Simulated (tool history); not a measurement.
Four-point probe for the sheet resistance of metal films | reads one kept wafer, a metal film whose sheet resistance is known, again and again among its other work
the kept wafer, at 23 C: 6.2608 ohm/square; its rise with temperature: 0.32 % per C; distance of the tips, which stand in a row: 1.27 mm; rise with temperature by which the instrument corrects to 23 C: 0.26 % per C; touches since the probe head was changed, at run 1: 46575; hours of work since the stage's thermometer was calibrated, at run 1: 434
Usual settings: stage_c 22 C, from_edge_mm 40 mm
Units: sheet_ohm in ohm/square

| run | day | stage_c | from_edge_mm | touches since the probe head was changed | hours of work since the stage's thermometer was calibrated | sheet_ohm |
|---|---|---|---|---|---|---|
| 1 | 0.000 | 22 | 40 | 46575 | 434 | 6.238729 |
| 2 | 4.638 | 22 | 69 | 50626 | 492 | 6.235164 |
| 3 | 7.462 | 22 | 40 | 53096 | 527 | 6.235494 |
| 4 | 9.779 | 22 | 40 | 55118 | 556 | 6.235461 |
| 5 | 12.925 | 22 | 40 | 57867 | 595 | 6.233150 |
| 6 | 16.167 | 22 | 40 | 60701 | 635 | 6.230068 |
| 7 | 20.608 | 22 | 40 | 64579 | 690 | 6.229767 |
| 8 | 25.183 | 22 | 40 | 68577 | 747 | 6.227916 |
| 9 | 27.867 | 22 | 40 | 70919 | 781 | 6.222926 |
| 10 | 30.962 | 22 | 40 | 73624 | 819 | 6.224667 |
| 11 | 33.254 | 19 | 40 | 75629 | 848 | 6.212039 |
| 12 | 37.262 | 22 | 40 | 79130 | 898 | 6.219860 |
| 13 | 41.646 | 22 | 19 | 82961 | 952 | 6.230603 |
| 14 | 43.642 | 22 | 19 | 84704 | 977 | 6.227076 |
| 15 | 46.817 | 22 | 19 | 87477 | 1017 | 6.227222 |
| 16 | 49.079 | 32 | 19 | 89452 | 1045 | 6.264756 |
| 17 | 53.004 | 32 | 19 | 92884 | 1094 | 6.261091 |
| 18 | 56.817 | 34 | 40 | 96215 | 1141 | 6.254558 |
| 19 | 59.496 | 34 | 40 | 98553 | 1174 | 6.253360 |
| 20 | 63.888 | 34 | 40 | 102393 | 1229 | 6.253833 |
| 21 | 68.429 | 34 | 40 | 106358 | 1285 | 6.247086 |
| 22 | 72.933 | 34 | 40 | 110294 | 1342 | 6.245989 |
| 23 | 77.000 | 24 | 21 | 113846 | 1392 | 6.218180 |
| 24 | 79.600 | 30 | 8 | 116120 | 1425 | 6.306798 |
| 25 | 82.167 | 22 | 4 | 118361 | 1456 | 6.513443 |
| 26 | 86.812 | 24 | 4 | 122421 | 1514 | 6.517912 |
| 27 | 89.467 | 24 | 6 | 124740 | 1547 | 6.345558 |
| 28 | 91.858 | 33 | 40 | 126828 | 1577 | 6.233661 |
| 29 | 95.996 | 33 | 40 | 130444 | 1629 | 6.231016 |
| 30 | 100.612 | 33 | 40 | 134475 | 1686 | 6.227411 |
| 31 | 105.092 | 22 | 57 | 138391 | 1742 | 6.182366 |
| 32 | 108.854 | 35 | 21 | 141675 | 1789 | 6.240770 |
| 33 | 110.996 | 22 | 16 | 143549 | 1815 | 6.201192 |
| 34 | 113.212 | 22 | 16 | 145484 | 1843 | 6.196054 |
|  | 113.842 | new probe head fitted |
| 35 | 115.638 | 22 | 23 | 1569 | 1873 | 6.332409 |
| 36 | 118.821 | 22 | 23 | 4349 | 1912 | 6.331005 |
| 37 | 121.325 | 22 | 23 | 6537 | 1943 | 6.329165 |
| 38 | 124.212 | 23 | 4 | 9060 | 1979 | 6.645231 |
| 39 | 126.146 | 34 | 4 | 10751 | 2003 | 6.687855 |
| 40 | 129.042 | 24 | 17 | 13278 | 2039 | 6.343639 |
| 41 | 132.588 | 35 | 17 | 16376 | 2084 | 6.382157 |
| 42 | 135.450 | 31 | 30 | 18880 | 2119 | 6.355725 |
| 43 | 138.579 | 31 | 30 | 21612 | 2158 | 6.346363 |
| 44 | 141.321 | 31 | 30 | 24007 | 2192 | 6.350001 |

For each entry between runs, how does the tool's hidden state at the last listed run before it compare with that at the first listed run after it?
Runs 34 to 35: new probe head fitted (day 113.842)
  inner tips' distance over the nominal, %: -1.36 -> 0.776; tips' flats over new ones', %: 81 -> 1; wafer's true temperature over the reading, C: 0.63 -> 0.64
  measured minus no-state result, sheet_ohm: -0.079455 -> +0.065880 ohm/square

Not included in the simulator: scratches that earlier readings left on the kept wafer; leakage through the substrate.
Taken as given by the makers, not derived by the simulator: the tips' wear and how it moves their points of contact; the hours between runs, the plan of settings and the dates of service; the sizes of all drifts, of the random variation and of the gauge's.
